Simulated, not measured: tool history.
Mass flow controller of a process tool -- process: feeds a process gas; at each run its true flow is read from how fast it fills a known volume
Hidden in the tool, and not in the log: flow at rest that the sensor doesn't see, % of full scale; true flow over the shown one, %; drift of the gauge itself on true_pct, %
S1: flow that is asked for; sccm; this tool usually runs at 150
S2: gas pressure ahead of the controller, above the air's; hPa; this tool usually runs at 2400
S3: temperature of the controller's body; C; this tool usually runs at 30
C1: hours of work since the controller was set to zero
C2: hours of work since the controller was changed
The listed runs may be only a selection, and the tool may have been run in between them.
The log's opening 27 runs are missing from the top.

Run 28, hour 6330.2: usual settings but S2 2450 hPa; C1 3039; C2 3039. Result: true flow (%) 98.37.
Run 29, hour 6455.6: usual settings but S3 27 C; C1 3089; C2 3089. Result: true flow (%) 98.53.
Run 30, hour 6701.6: usual settings but S2 2650 hPa, S3 27 C; C1 3186; C2 3186. Result: true flow (%) 98.97.
Run 31, hour 6871.5: usual settings but S1 159 sccm, S2 2670 hPa, S3 21 C; C1 3253; C2 3253. Result: true flow (%) 99.52.
Run 32, hour 7096.8: usual settings but S1 159 sccm, S2 2770 hPa, S3 38 C; C1 3343; C2 3343. Result: true flow (%) 97.74.
Run 33, hour 7377.2: usual settings but S1 120 sccm, S2 2770 hPa, S3 38 C; C1 3453; C2 3453. Result: true flow (%) 97.48.
Run 34, hour 7585.5: usual settings but S1 120 sccm, S2 2150 hPa, S3 38 C; C1 3536; C2 3536. Result: true flow (%) 97.20.
Run 35, hour 7763.5: usual settings but S1 120 sccm, S2 2150 hPa, S3 38 C; C1 3606; C2 3606. Result: true flow (%) 97.25.
Run 36, hour 8057.4: usual settings but S1 75 sccm, S2 1590 hPa, S3 31 C; C1 3722; C2 3722. Result: true flow (%) 97.37.
Run 37, hour 8199.4: usual settings but S1 84 sccm; C1 3779; C2 3779. Result: true flow (%) 98.10.
Run 38, hour 8469.2: usual settings but S1 125 sccm, S2 1480 hPa, S3 22 C; C1 3885; C2 3885. Result: true flow (%) 98.95.
Run 39, hour 8677.0: usual settings but S1 276 sccm, S3 29 C; C1 3968; C2 3968. Result: true flow (%) 99.27.
Run 40, hour 8966.7: usual settings but S1 276 sccm, S3 29 C; C1 4082; C2 4082. Result: true flow (%) 99.25.
At hour 9249.9: gauge calibrated.
Run 41, hour 9255.3: usual settings but S2 1440 hPa, S3 21 C; C1 4196; C2 4196. Result: true flow (%) 98.33.

Consider 5 possible next runs. They are alternatives, not a sequence: every one starts from the tool as it was left by run 41. What does each give?
Run A, hour 9483.5: usual settings but S1 438 sccm, S2 2060 hPa, S3 34 C; C1 4286; C2 4286. Result: true flow (%) ?.
Run B, hour 9483.5: usual settings but S1 257 sccm, S2 1520 hPa, S3 35 C; C1 4286; C2 4286. Result: true flow (%) ?.
Run C, hour 9483.5: usual settings but S1 72 sccm, S3 31 C; C1 4286; C2 4286. Result: true flow (%) ?.
Run D, hour 9483.5: usual settings but S1 192 sccm, S3 20 C; C1 4286; C2 4286. Result: true flow (%) ?.
Run E, hour 9483.5: usual settings but S1 220 sccm; C1 4286; C2 4286. Result: true flow (%) ?.

run  true flow (%)
  A          98.61
  B          97.36
  C          97.28
  D          99.31
  E          98.16
Without the tool's unlogged condition, the same runs would have read:
run  true flow (%)
  A          98.59
  B          97.34
  C          97.29
  D          99.30
  E          98.14
